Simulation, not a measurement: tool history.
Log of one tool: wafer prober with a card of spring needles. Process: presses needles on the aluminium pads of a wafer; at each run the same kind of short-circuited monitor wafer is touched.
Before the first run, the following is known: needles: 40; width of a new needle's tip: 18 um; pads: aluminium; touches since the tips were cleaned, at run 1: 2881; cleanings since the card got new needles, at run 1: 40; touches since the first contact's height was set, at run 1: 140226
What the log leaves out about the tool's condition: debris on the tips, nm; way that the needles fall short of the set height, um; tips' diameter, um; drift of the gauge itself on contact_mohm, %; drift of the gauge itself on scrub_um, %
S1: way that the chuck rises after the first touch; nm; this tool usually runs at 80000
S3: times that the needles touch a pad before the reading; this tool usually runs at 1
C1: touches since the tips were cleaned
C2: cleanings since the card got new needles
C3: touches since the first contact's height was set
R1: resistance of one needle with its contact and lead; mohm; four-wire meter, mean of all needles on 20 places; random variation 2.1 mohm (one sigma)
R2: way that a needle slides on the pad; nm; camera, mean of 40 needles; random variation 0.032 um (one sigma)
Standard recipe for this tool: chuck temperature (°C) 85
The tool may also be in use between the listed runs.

{"run": 1, "hour": 0.0, "S1": 80000, "chuck temperature (°C)": 85, "S3": 1, "C1": 2881, "C2": 40, "C3": 140226, "R1": 240, "R2": 10150}
{"hour": 1.0, "done": "tips cleaned on abrasive film"}
{"run": 2, "hour": 6.3, "S1": 80000, "chuck temperature (°C)": 85, "S3": 1, "C1": 2507, "C2": 41, "C3": 143134, "R1": 238, "R2": 10110}
{"hour": 7.5, "done": "tips cleaned on abrasive film"}
{"run": 3, "hour": 13.2, "S1": 80000, "chuck temperature (°C)": 65, "S3": 1, "C1": 2697, "C2": 42, "C3": 146334, "R1": 230, "R2": 10090}
{"hour": 13.9, "done": "tips cleaned on abrasive film"}
{"hour": 15.6, "done": "height of the first contact set anew"}
{"hour": 21.0, "done": "tips cleaned on abrasive film"}
{"run": 4, "hour": 22.4, "S1": 80000, "chuck temperature (°C)": 85, "S3": 1, "C1": 625, "C2": 44, "C3": 3121, "R1": 235, "R2": 10050}
{"hour": 27.9, "done": "tips cleaned on abrasive film"}
{"run": 5, "hour": 30.0, "S1": 80000, "chuck temperature (°C)": 85, "S3": 1, "C1": 985, "C2": 45, "C3": 6643, "R1": 235, "R2": 10070}
{"hour": 34.3, "done": "tips cleaned on abrasive film"}
{"run": 6, "hour": 35.3, "S1": 80000, "chuck temperature (°C)": 75, "S3": 1, "C1": 458, "C2": 46, "C3": 9083, "R1": 236, "R2": 10100}
{"hour": 41.2, "done": "tips cleaned on abrasive film"}
{"run": 7, "hour": 45.6, "S1": 80000, "chuck temperature (°C)": 75, "S3": 1, "C1": 2042, "C2": 47, "C3": 13863, "R1": 235, "R2": 9980}
{"hour": 48.3, "done": "tips cleaned on abrasive film"}
{"run": 8, "hour": 52.7, "S1": 80000, "chuck temperature (°C)": 75, "S3": 1, "C1": 2077, "C2": 48, "C3": 17159, "R1": 238, "R2": 10020}
{"hour": 55.2, "done": "tips cleaned on abrasive film"}
{"run": 9, "hour": 60.6, "S1": 85000, "chuck temperature (°C)": 85, "S3": 1, "C1": 2529, "C2": 49, "C3": 20833, "R1": 238, "R2": 10640}
{"hour": 62.2, "done": "tips cleaned on abrasive film"}
{"run": 10, "hour": 67.1, "S1": 85000, "chuck temperature (°C)": 85, "S3": 1, "C1": 2308, "C2": 50, "C3": 23817, "R1": 242, "R2": 10730}
{"hour": 69.0, "done": "tips cleaned on abrasive film"}
{"hour": 76.1, "done": "tips cleaned on abrasive film"}
{"run": 11, "hour": 76.4, "S1": 85000, "chuck temperature (°C)": 85, "S3": 1, "C1": 157, "C2": 52, "C3": 28092, "R1": 237, "R2": 10680}
{"run": 12, "hour": 81.1, "S1": 85000, "chuck temperature (°C)": 85, "S3": 1, "C1": 2368, "C2": 52, "C3": 30303, "R1": 238, "R2": 10700}
{"hour": 82.9, "done": "tips cleaned on abrasive film"}
{"hour": 89.6, "done": "tips cleaned on abrasive film"}
{"run": 13, "hour": 90.2, "S1": 85000, "chuck temperature (°C)": 85, "S3": 1, "C1": 289, "C2": 54, "C3": 34480, "R1": 234, "R2": 10660}
{"hour": 96.0, "done": "tips cleaned on abrasive film"}
{"run": 14, "hour": 96.0, "S1": 85000, "chuck temperature (°C)": 85, "S3": 1, "C1": 0, "C2": 55, "C3": 37168, "R1": 239, "R2": 10570}
{"hour": 103.0, "done": "tips cleaned on abrasive film"}
{"run": 15, "hour": 105.6, "S1": 85000, "chuck temperature (°C)": 85, "S3": 1, "C1": 1265, "C2": 56, "C3": 41632, "R1": 237, "R2": 10560}
{"hour": 109.3, "done": "tips cleaned on abrasive film"}
{"run": 16, "hour": 115.1, "S1": 80000, "chuck temperature (°C)": 85, "S3": 2, "C1": 2704, "C2": 57, "C3": 46021, "R1": 239, "R2": 9980}
{"hour": 116.1, "done": "tips cleaned on abrasive film"}
{"run": 17, "hour": 121.4, "S1": 80000, "chuck temperature (°C)": 85, "S3": 2, "C1": 2456, "C2": 58, "C3": 48917, "R1": 239, "R2": 10000}
{"hour": 123.1, "done": "tips cleaned on abrasive film"}
{"run": 18, "hour": 127.6, "S1": 88000, "chuck temperature (°C)": 33, "S3": 1, "C1": 2087, "C2": 59, "C3": 51787, "R1": 227, "R2": 11020}
{"hour": 130.2, "done": "tips cleaned on abrasive film"}
{"run": 19, "hour": 136.0, "S1": 89000, "chuck temperature (°C)": 117, "S3": 2, "C1": 2744, "C2": 60, "C3": 55695, "R1": 243, "R2": 11080}
{"hour": 136.9, "done": "tips cleaned on abrasive film"}
{"hour": 143.8, "done": "tips cleaned on abrasive film"}
{"run": 20, "hour": 144.5, "S1": 67000, "chuck temperature (°C)": 121, "S3": 2, "C1": 349, "C2": 62, "C3": 59597, "R1": 252, "R2": 8370}
{"hour": 150.6, "done": "tips cleaned on abrasive film"}
{"run": 21, "hour": 154.3, "S1": 67000, "chuck temperature (°C)": 121, "S3": 2, "C1": 1692, "C2": 63, "C3": 64110, "R1": 249, "R2": 8330}
{"hour": 157.1, "done": "tips cleaned on abrasive film"}
{"run": 22, "hour": 158.7, "S1": 67000, "chuck temperature (°C)": 67, "S3": 1, "C1": 756, "C2": 64, "C3": 66165, "R1": 234, "R2": 8380}
{"hour": 163.8, "done": "tips cleaned on abrasive film"}
{"run": 23, "hour": 165.0, "S1": 67000, "chuck temperature (°C)": 67, "S3": 1, "C1": 542, "C2": 65, "C3": 69043, "R1": 237, "R2": 8340}
{"hour": 170.4, "done": "tips cleaned on abrasive film"}
{"run": 24, "hour": 175.1, "S1": 80000, "chuck temperature (°C)": 25, "S3": 1, "C1": 2248, "C2": 66, "C3": 73773, "R1": 225, "R2": 9980}
{"hour": 177.1, "done": "tips cleaned on abrasive film"}
{"hour": 184.1, "done": "gauge calibrated"}
{"hour": 184.2, "done": "tips cleaned on abrasive film"}
{"run": 25, "hour": 186.0, "S1": 76000, "chuck temperature (°C)": 70, "S3": 1, "C1": 822, "C2": 68, "C3": 78764, "R1": 234, "R2": 9640}
{"hour": 190.8, "done": "tips cleaned on abrasive film"}
{"run": 26, "hour": 190.8, "S1": 76000, "chuck temperature (°C)": 70, "S3": 1, "C1": 0, "C2": 69, "C3": 80997, "R1": 234, "R2": 9620}
{"hour": 197.7, "done": "tips cleaned on abrasive film"}
{"run": 27, "hour": 201.6, "S1": 76000, "chuck temperature (°C)": 70, "S3": 1, "C1": 1862, "C2": 70, "C3": 86018, "R1": 235, "R2": 9590}
{"hour": 204.6, "done": "tips cleaned on abrasive film"}
{"run": 28, "hour": 206.7, "S1": 76000, "chuck temperature (°C)": 70, "S3": 1, "C1": 992, "C2": 71, "C3": 88354, "R1": 238, "R2": 9580}
{"hour": 211.1, "done": "tips cleaned on abrasive film"}
{"run": 29, "hour": 213.4, "S1": 71000, "chuck temperature (°C)": 45, "S3": 1, "C1": 1078, "C2": 72, "C3": 91425, "R1": 228, "R2": 8950}
{"hour": 217.5, "done": "tips cleaned on abrasive film"}
{"run": 30, "hour": 218.6, "S1": 73000, "chuck temperature (°C)": 35, "S3": 2, "C1": 535, "C2": 73, "C3": 93830, "R1": 225, "R2": 9260}
{"run": 31, "hour": 223.1, "S1": 73000, "chuck temperature (°C)": 35, "S3": 2, "C1": 2643, "C2": 73, "C3": 95938, "R1": 229, "R2": 9220}
{"hour": 224.0, "done": "tips cleaned on abrasive film"}
{"hour": 230.5, "done": "tips cleaned on abrasive film"}
{"run": 32, "hour": 231.2, "S1": 80000, "chuck temperature (°C)": 85, "S3": 2, "C1": 310, "C2": 75, "C3": 99650, "R1": 238, "R2": 10080}

Consider 4 possible next runs. They are alternatives, not a sequence: every one starts from the tool as it was left by run 32. What does each give?
{"hour": 237.3, "done": "tips cleaned on abrasive film"}
{"run": "A", "hour": 237.5, "S1": 80000, "chuck temperature (°C)": 85, "S3": 2, "C1": 82, "C2": 76, "C3": 102559, "R1": "?", "R2": "?"}
{"hour": 237.3, "done": "tips cleaned on abrasive film"}
{"run": "B", "hour": 237.5, "S1": 80000, "chuck temperature (°C)": 86, "S3": 1, "C1": 82, "C2": 76, "C3": 102559, "R1": "?", "R2": "?"}
{"hour": 237.3, "done": "tips cleaned on abrasive film"}
{"run": "C", "hour": 237.5, "S1": 80000, "chuck temperature (°C)": 85, "S3": 2, "C1": 82, "C2": 76, "C3": 102559, "R1": "?", "R2": "?"}
{"hour": 237.3, "done": "tips cleaned on abrasive film"}
{"run": "D", "hour": 237.5, "S1": 80000, "chuck temperature (°C)": 38, "S3": 1, "C1": 82, "C2": 76, "C3": 102559, "R1": "?", "R2": "?"}

run=A R1=241 R2=10060
run=B R1=237 R2=10080
run=C R1=241 R2=10110
run=D R1=227 R2=10080
What these runs would have given with no unlogged condition in the tool:
run=A R1=241 R2=10120
run=B R1=237 R2=10140
run=C R1=241 R2=10170
run=D R1=227 R2=10140

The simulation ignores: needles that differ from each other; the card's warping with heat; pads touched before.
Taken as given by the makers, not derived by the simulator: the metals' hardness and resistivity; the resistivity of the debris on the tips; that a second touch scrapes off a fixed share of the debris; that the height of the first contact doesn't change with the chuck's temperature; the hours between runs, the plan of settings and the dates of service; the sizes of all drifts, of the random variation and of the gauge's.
